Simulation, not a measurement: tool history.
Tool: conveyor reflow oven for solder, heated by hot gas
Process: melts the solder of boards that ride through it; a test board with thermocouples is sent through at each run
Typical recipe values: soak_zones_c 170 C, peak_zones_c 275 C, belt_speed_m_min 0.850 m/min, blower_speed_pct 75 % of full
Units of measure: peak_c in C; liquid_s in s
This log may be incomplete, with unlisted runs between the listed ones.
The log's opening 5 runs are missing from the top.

run	hour	soak_zones_c	peak_zones_c	belt_speed_m_min	blower_speed_pct	hours of work since the flux was cleaned out	hours of work since the belt drive was overhauled	hours of work since the thermocouples were changed	peak_c	liquid_s
6	216.7	170	275	0.850	75	61	140	909	261.8	46.0
7	271.5	170	287	0.850	75	100	180	948	272.9	50.0
8	301.9	170	275	0.850	75	122	202	970	262.1	46.0
9	358.7	170	289	0.850	75	163	242	1011	274.2	50.4
10	395.9	181	275	0.850	75	190	269	1037	263.2	49.1
# hour 439.1: flux residue cleaned out of gas plates and filters
11	460.5	181	275	0.850	75	15	312	1080	263.5	49.3
12	501.3	170	275	0.850	75	45	341	1110	261.9	46.2
13	556.8	170	275	0.850	75	85	381	1150	261.5	46.2
14	608.8	170	275	0.850	75	122	419	1187	262.3	45.9
15	634.3	170	275	0.850	75	140	437	1205	262.0	46.0

For run 16, what comes out?
# hour 648.1: thermocouples of zones 6 and 7 changed
16	684.9	170	275	0.978	75	175	472	26	?	?

Run 16 came out at peak_c 257.0 C, liquid_s 37.7 s.
If the tool had no hidden condition, the same run with the same run-to-run variation would have returned peak_c 257.1 C, liquid_s 37.8 s.
